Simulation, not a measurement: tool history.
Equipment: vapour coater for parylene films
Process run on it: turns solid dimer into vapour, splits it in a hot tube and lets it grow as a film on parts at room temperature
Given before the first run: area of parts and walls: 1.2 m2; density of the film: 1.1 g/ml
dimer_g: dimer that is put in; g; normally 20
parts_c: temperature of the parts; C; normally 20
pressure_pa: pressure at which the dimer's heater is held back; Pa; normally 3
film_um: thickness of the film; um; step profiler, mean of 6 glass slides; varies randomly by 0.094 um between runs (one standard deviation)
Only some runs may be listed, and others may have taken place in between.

Run 1, hour 0: usual settings. Result: film_um 11.03 um.
Run 2, hour 13.2: usual settings. Result: film_um 10.98 um.
Run 3, hour 27.5: usual settings. Result: film_um 10.98 um.
Run 4, hour 43.8: usual settings. Result: film_um 10.94 um.
Run 5, hour 74.3: usual settings. Result: film_um 10.87 um.
Run 6, hour 97: usual settings. Result: film_um 10.74 um.
Run 7, hour 119.1: usual settings. Result: film_um 10.91 um.
Run 8, hour 145.4: usual settings. Result: film_um 10.96 um.
Run 9, hour 174.2: usual settings but dimer_g 12 g. Result: film_um 6.59 um.
Run 10, hour 206.2: usual settings but dimer_g 9 g. Result: film_um 4.82 um.
Run 11, hour 225.7: usual settings but dimer_g 9 g. Result: film_um 4.73 um.
Run 12, hour 255.1: usual settings but pressure_pa 3.59 Pa. Result: film_um 10.43 um.
Run 13, hour 287.5: usual settings but dimer_g 31 g, pressure_pa 3.59 Pa. Result: film_um 16.2 um.
Run 14, hour 307.6: usual settings but dimer_g 31 g, pressure_pa 3.59 Pa. Result: film_um 16.28 um.
Run 15, hour 338: usual settings but dimer_g 31 g, pressure_pa 3.59 Pa. Result: film_um 16.83 um.
Run 16, hour 354.7: usual settings but dimer_g 31 g, pressure_pa 3.59 Pa. Result: film_um 17.05 um.
Run 17, hour 378.6: usual settings. Result: film_um 11.01 um.
Run 18, hour 393.2: usual settings. Result: film_um 11.12 um.
Run 19, hour 425: usual settings. Result: film_um 11.06 um.
Run 20, hour 453.2: usual settings. Result: film_um 11.01 um.
Run 21, hour 474.3: usual settings. Result: film_um 11 um.
Run 22, hour 496.6: usual settings but parts_c 30 C. Result: film_um 8.09 um.
Run 23, hour 514.1: usual settings but dimer_g 27 g. Result: film_um 15.03 um.
Run 24, hour 539.8: usual settings but dimer_g 12 g, parts_c 26 C. Result: film_um 5.52 um.
Run 25, hour 552.9: usual settings but dimer_g 15 g. Result: film_um 8.23 um.
Run 26, hour 568.1: usual settings but dimer_g 34 g, parts_c 25 C, pressure_pa 10.51 Pa. Result: film_um 13.65 um.
Run 27, hour 587.5: usual settings but dimer_g 36 g, parts_c 21 C, pressure_pa 2.85 Pa. Result: film_um 19.09 um.
Run 28, hour 600.9: usual settings but dimer_g 36 g, parts_c 21 C, pressure_pa 2.85 Pa. Result: film_um 19.24 um.
Run 29, hour 619.8: usual settings but dimer_g 36 g, parts_c 21 C, pressure_pa 2.85 Pa. Result: film_um 19.04 um.
Run 30, hour 639.1: usual settings but pressure_pa 2.45 Pa. Result: film_um 11.31 um.
Run 31, hour 660.1: usual settings but parts_c 19 C. Result: film_um 11.21 um.
Run 32, hour 692.4: usual settings but parts_c 19 C, pressure_pa 3.2 Pa. Result: film_um 11.09 um.
Run 33, hour 716.1: usual settings but dimer_g 19 g, parts_c 30 C, pressure_pa 7.65 Pa. Result: film_um 6.61 um.
Run 34, hour 748: usual settings but dimer_g 32 g, parts_c 19 C. Result: film_um 17.59 um.
Run 35, hour 761.4: usual settings but dimer_g 9 g, parts_c 28 C, pressure_pa 5.95 Pa. Result: film_um 3.48 um.
Run 36, hour 793.8: usual settings but dimer_g 10 g, parts_c 26 C, pressure_pa 5.52 Pa. Result: film_um 4.08 um.
Run 37, hour 819.2: usual settings but dimer_g 10 g, parts_c 26 C, pressure_pa 5.52 Pa. Result: film_um 4.13 um.
Run 38, hour 836.2: usual settings but dimer_g 10 g, parts_c 26 C, pressure_pa 5.52 Pa. Result: film_um 4.05 um.
Run 39, hour 863.1: usual settings but parts_c 25 C, pressure_pa 5.12 Pa. Result: film_um 8.55 um.
Run 40, hour 893.8: usual settings but parts_c 16 C, pressure_pa 2.43 Pa. Result: film_um 12.71 um.
Run 41, hour 920.4: usual settings but dimer_g 34 g, parts_c 28 C, pressure_pa 10.83 Pa. Result: film_um 12.58 um.
Run 42, hour 944.5: usual settings but dimer_g 28 g, parts_c 28 C, pressure_pa 10.83 Pa. Result: film_um 10.33 um.
Run 43, hour 976.1: usual settings but dimer_g 24 g, parts_c 30 C, pressure_pa 3.2 Pa. Result: film_um 9.67 um.
Run 44, hour 996.9: usual settings but dimer_g 24 g, parts_c 30 C, pressure_pa 3.2 Pa. Result: film_um 9.61 um.
Run 45, hour 1016.3: usual settings but parts_c 26 C, pressure_pa 10.27 Pa. Result: film_um 7.75 um.
Run 46, hour 1037.5: usual settings but parts_c 15 C, pressure_pa 7.35 Pa. Result: film_um 11.44 um.

Missing from the log above: 2 entries noted between runs. For each, name the pair of listed runs it sits between and say how the tool's hidden condition differs from the listed run just before to the listed run just after:
After run 14, before run 15: trap's valve overhauled (hour 316.2)
  vapour lost through the trap's worn valve, %: 5.8 -> 0.3; true temperature of the parts over the reading, C: 0.61 -> 0.63
  difference, measured minus the result without the unlogged condition, film_um: -1.32 -> -0.37 um
After run 39, before run 40: trap's valve overhauled (hour 874.2)
  vapour lost through the trap's worn valve, %: 5.2 -> 0.7; true temperature of the parts over the reading, C: 1 -> 1.02
  difference, measured minus the result without the unlogged condition, film_um: -0.75 -> -0.48 um

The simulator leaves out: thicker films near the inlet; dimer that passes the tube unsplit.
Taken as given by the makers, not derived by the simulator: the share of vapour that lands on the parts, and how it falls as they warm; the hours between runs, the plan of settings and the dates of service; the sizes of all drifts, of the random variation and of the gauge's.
